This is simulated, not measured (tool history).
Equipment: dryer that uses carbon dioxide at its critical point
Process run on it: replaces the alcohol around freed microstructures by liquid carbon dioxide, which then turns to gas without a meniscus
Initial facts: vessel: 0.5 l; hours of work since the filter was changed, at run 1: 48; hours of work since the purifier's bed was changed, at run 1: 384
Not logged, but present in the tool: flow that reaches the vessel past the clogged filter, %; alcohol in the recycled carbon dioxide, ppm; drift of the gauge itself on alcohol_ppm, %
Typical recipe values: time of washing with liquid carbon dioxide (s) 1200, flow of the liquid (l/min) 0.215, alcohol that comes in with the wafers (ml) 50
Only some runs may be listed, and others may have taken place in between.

| run | hour | time of washing with liquid carbon dioxide (s) | flow of the liquid (l/min) | alcohol that comes in with the wafers (ml) | hours of work since the filter was changed | hours of work since the purifier's bed was changed | alcohol left in the vessel before it's heated (ppm by volume) |
|---|---|---|---|---|---|---|---|
| 1 | 0.0 | 1200 | 0.215 | 50 | 48 | 384 | 131 |
| 2 | 36.4 | 1200 | 0.215 | 50 | 65 | 401 | 135 |
| 3 | 61.8 | 1200 | 0.215 | 50 | 77 | 413 | 147 |
| 4 | 84.7 | 1200 | 0.215 | 50 | 87 | 424 | 146 |
| 5 | 109.7 | 1200 | 0.215 | 50 | 99 | 435 | 147 |
| 6 | 152.1 | 1080 | 0.215 | 50 | 119 | 455 | 229 |
| 7 | 182.0 | 1200 | 0.215 | 50 | 133 | 469 | 150 |
| 8 | 220.9 | 1200 | 0.215 | 50 | 151 | 487 | 161 |
| 9 | 263.7 | 1200 | 0.215 | 50 | 170 | 506 | 168 |
| 10 | 296.5 | 1200 | 0.215 | 50 | 185 | 522 | 171 |
| 11 | 328.5 | 1200 | 0.215 | 50 | 200 | 536 | 171 |
| 12 | 359.3 | 1200 | 0.215 | 50 | 215 | 551 | 167 |
| 13 | 394.9 | 1200 | 0.215 | 50 | 231 | 567 | 188 |
| 14 | 423.1 | 1200 | 0.215 | 50 | 244 | 580 | 182 |
| 15 | 462.3 | 1200 | 0.215 | 50 | 262 | 598 | 180 |
| 16 | 501.1 | 1200 | 0.215 | 50 | 280 | 616 | 188 |
| 17 | 519.8 | 1560 | 0.145 | 65 | 289 | 625 | 355 |
| 18 | 555.9 | 1560 | 0.145 | 65 | 305 | 642 | 349 |
| 19 | 577.9 | 1560 | 0.145 | 65 | 316 | 652 | 362 |
| 20 | 611.4 | 900 | 0.170 | 80 | 331 | 667 | 2419 |
| 21 | 633.7 | 1020 | 0.299 | 77 | 341 | 678 | 157 |
| 22 | 654.5 | 1260 | 0.247 | 31 | 351 | 687 | 131 |
| 23 | 694.2 | 1080 | 0.215 | 52 | 369 | 706 | 307 |
| 24 | 721.1 | 1080 | 0.215 | 52 | 382 | 718 | 311 |
| 25 | 756.9 | 1080 | 0.215 | 52 | 398 | 735 | 310 |
| 26 | 782.7 | 1080 | 0.215 | 52 | 410 | 747 | 318 |
| 27 | 809.4 | 1320 | 0.215 | 52 | 423 | 759 | 182 |
| 28 | 853.4 | 1320 | 0.215 | 52 | 443 | 779 | 174 |
|  | 858.5 | inlet filter changed |
| 29 | 873.0 | 1320 | 0.215 | 52 | 7 | 788 | 168 |
| 30 | 906.0 | 1320 | 0.215 | 52 | 22 | 803 | 168 |
| 31 | 937.3 | 780 | 0.192 | 23 | 36 | 818 | 767 |
| 32 | 972.3 | 780 | 0.192 | 23 | 53 | 834 | 795 |

Alternative continuations, all from the tool just after run 32; predict every row:
| A | 1005.1 | 840 | 0.305 | 34 | 68 | 849 | ? |
| B | 1005.1 | 1680 | 0.192 | 51 | 68 | 849 | ? |
| C | 1005.1 | 1920 | 0.265 | 55 | 68 | 849 | ? |
| D | 1005.1 | 1080 | 0.244 | 24 | 68 | 849 | ? |

| run | alcohol left in the vessel before it's heated (ppm by volume) |
|---|---|
| A | 191 |
| B | 154 |
| C | 151 |
| D | 181 |
With no hidden state in the tool, these same runs would have given:
| run | alcohol left in the vessel before it's heated (ppm by volume) |
|---|---|
| A | 44 |
| B | 10 |
| C | 6 |
| D | 32 |

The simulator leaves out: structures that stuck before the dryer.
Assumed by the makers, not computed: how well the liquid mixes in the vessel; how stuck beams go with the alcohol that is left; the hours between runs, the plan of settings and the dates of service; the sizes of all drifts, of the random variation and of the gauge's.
